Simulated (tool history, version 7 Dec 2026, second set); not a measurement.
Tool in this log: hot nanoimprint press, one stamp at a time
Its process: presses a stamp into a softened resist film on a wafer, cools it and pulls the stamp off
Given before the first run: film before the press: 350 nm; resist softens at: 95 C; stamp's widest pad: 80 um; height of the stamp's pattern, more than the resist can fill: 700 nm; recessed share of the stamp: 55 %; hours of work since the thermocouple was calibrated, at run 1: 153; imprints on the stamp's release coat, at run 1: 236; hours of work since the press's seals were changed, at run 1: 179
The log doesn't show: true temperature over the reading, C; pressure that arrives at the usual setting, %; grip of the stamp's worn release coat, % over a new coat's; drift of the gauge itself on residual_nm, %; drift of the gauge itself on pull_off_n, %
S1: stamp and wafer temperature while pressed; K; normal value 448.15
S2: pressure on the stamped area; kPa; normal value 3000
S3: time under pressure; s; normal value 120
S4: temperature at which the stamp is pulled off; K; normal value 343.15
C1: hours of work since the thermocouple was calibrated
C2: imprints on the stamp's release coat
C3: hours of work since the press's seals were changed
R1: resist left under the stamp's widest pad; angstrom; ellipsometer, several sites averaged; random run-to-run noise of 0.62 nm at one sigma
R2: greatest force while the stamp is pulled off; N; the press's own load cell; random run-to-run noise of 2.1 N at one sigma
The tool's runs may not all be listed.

{"run": 1, "hour": 0.0, "S1": 448.15, "S2": 3000, "S3": 120, "S4": 343.15, "C1": 153, "C2": 236, "C3": 179, "R1": 1725, "R2": 208}
{"run": 2, "hour": 10.3, "S1": 448.15, "S2": 3000, "S3": 120, "S4": 343.15, "C1": 158, "C2": 251, "C3": 184, "R1": 1728, "R2": 210}
{"run": 3, "hour": 16.6, "S1": 448.15, "S2": 3000, "S3": 120, "S4": 343.15, "C1": 161, "C2": 260, "C3": 187, "R1": 1723, "R2": 206}
{"run": 4, "hour": 24.9, "S1": 448.15, "S2": 3000, "S3": 120, "S4": 343.15, "C1": 165, "C2": 272, "C3": 191, "R1": 1719, "R2": 208}
{"run": 5, "hour": 34.9, "S1": 448.15, "S2": 3000, "S3": 120, "S4": 343.15, "C1": 170, "C2": 287, "C3": 196, "R1": 1731, "R2": 207}
{"run": 6, "hour": 39.2, "S1": 448.15, "S2": 3000, "S3": 120, "S4": 343.15, "C1": 172, "C2": 293, "C3": 198, "R1": 1717, "R2": 210}
{"run": 7, "hour": 47.8, "S1": 448.15, "S2": 3000, "S3": 75, "S4": 343.15, "C1": 176, "C2": 306, "C3": 202, "R1": 2025, "R2": 214}
{"run": 8, "hour": 55.1, "S1": 448.15, "S2": 3000, "S3": 75, "S4": 343.15, "C1": 180, "C2": 317, "C3": 205, "R1": 2027, "R2": 211}
{"run": 9, "hour": 60.1, "S1": 448.15, "S2": 3000, "S3": 120, "S4": 343.15, "C1": 182, "C2": 324, "C3": 208, "R1": 1724, "R2": 211}
{"run": 10, "hour": 64.7, "S1": 448.15, "S2": 3000, "S3": 120, "S4": 343.15, "C1": 184, "C2": 330, "C3": 210, "R1": 1718, "R2": 212}
{"run": 11, "hour": 75.1, "S1": 448.15, "S2": 3000, "S3": 120, "S4": 343.15, "C1": 189, "C2": 346, "C3": 215, "R1": 1721, "R2": 213}
{"run": 12, "hour": 85.1, "S1": 448.15, "S2": 3000, "S3": 120, "S4": 343.15, "C1": 194, "C2": 360, "C3": 220, "R1": 1721, "R2": 212}
{"run": 13, "hour": 90.2, "S1": 448.15, "S2": 3000, "S3": 120, "S4": 343.15, "C1": 196, "C2": 368, "C3": 222, "R1": 1715, "R2": 214}
{"run": 14, "hour": 96.4, "S1": 448.15, "S2": 3000, "S3": 120, "S4": 343.15, "C1": 199, "C2": 377, "C3": 225, "R1": 1718, "R2": 214}
{"run": 15, "hour": 105.8, "S1": 448.15, "S2": 3000, "S3": 120, "S4": 343.15, "C1": 204, "C2": 391, "C3": 229, "R1": 1716, "R2": 218}
{"hour": 109.3, "done": "plate thermocouple calibrated"}
{"run": 16, "hour": 114.8, "S1": 448.15, "S2": 3000, "S3": 80, "S4": 334.15, "C1": 3, "C2": 400, "C3": 232, "R1": 1952, "R2": 233}
{"run": 17, "hour": 121.0, "S1": 444.15, "S2": 3000, "S3": 103, "S4": 343.15, "C1": 6, "C2": 409, "C3": 235, "R1": 1972, "R2": 219}
{"run": 18, "hour": 130.3, "S1": 456.15, "S2": 2170, "S3": 77, "S4": 344.15, "C1": 10, "C2": 422, "C3": 240, "R1": 1909, "R2": 212}
{"run": 19, "hour": 139.7, "S1": 448.15, "S2": 4740, "S3": 120, "S4": 343.15, "C1": 15, "C2": 436, "C3": 244, "R1": 1379, "R2": 213}
{"run": 20, "hour": 145.8, "S1": 448.15, "S2": 1890, "S3": 120, "S4": 344.15, "C1": 17, "C2": 445, "C3": 247, "R1": 2043, "R2": 213}
{"hour": 149.2, "done": "plate thermocouple calibrated, once more"}
{"run": 21, "hour": 157.3, "S1": 437.15, "S2": 1970, "S3": 120, "S4": 332.15, "C1": 4, "C2": 457, "C3": 251, "R1": 2582, "R2": 241}
{"run": 22, "hour": 167.8, "S1": 437.15, "S2": 1970, "S3": 120, "S4": 332.15, "C1": 9, "C2": 473, "C3": 256, "R1": 2560, "R2": 244}
{"run": 23, "hour": 178.2, "S1": 437.15, "S2": 1970, "S3": 120, "S4": 332.15, "C1": 14, "C2": 488, "C3": 261, "R1": 2580, "R2": 248}
{"run": 24, "hour": 188.3, "S1": 443.15, "S2": 3500, "S3": 120, "S4": 337.15, "C1": 19, "C2": 503, "C3": 266, "R1": 1874, "R2": 235}
{"run": 25, "hour": 196.0, "S1": 444.15, "S2": 2240, "S3": 126, "S4": 340.15, "C1": 22, "C2": 514, "C3": 270, "R1": 2123, "R2": 229}
{"run": 26, "hour": 202.5, "S1": 444.15, "S2": 2240, "S3": 126, "S4": 340.15, "C1": 25, "C2": 524, "C3": 273, "R1": 2121, "R2": 229}
{"run": 27, "hour": 213.0, "S1": 437.15, "S2": 2400, "S3": 120, "S4": 349.15, "C1": 30, "C2": 539, "C3": 278, "R1": 2439, "R2": 215}

Expected results for the next run?
{"run": 28, "hour": 222.4, "S1": 437.15, "S2": 2050, "S3": 120, "S4": 336.15, "C1": 35, "C2": 553, "C3": 282, "R1": "?", "R2": "?"}

Logged for run 28: R1 2543 angstrom, R2 237 N.
With the hidden condition absent and the run-to-run variation left alone, this run would have shown R1 2528 angstrom, R2 211 N.
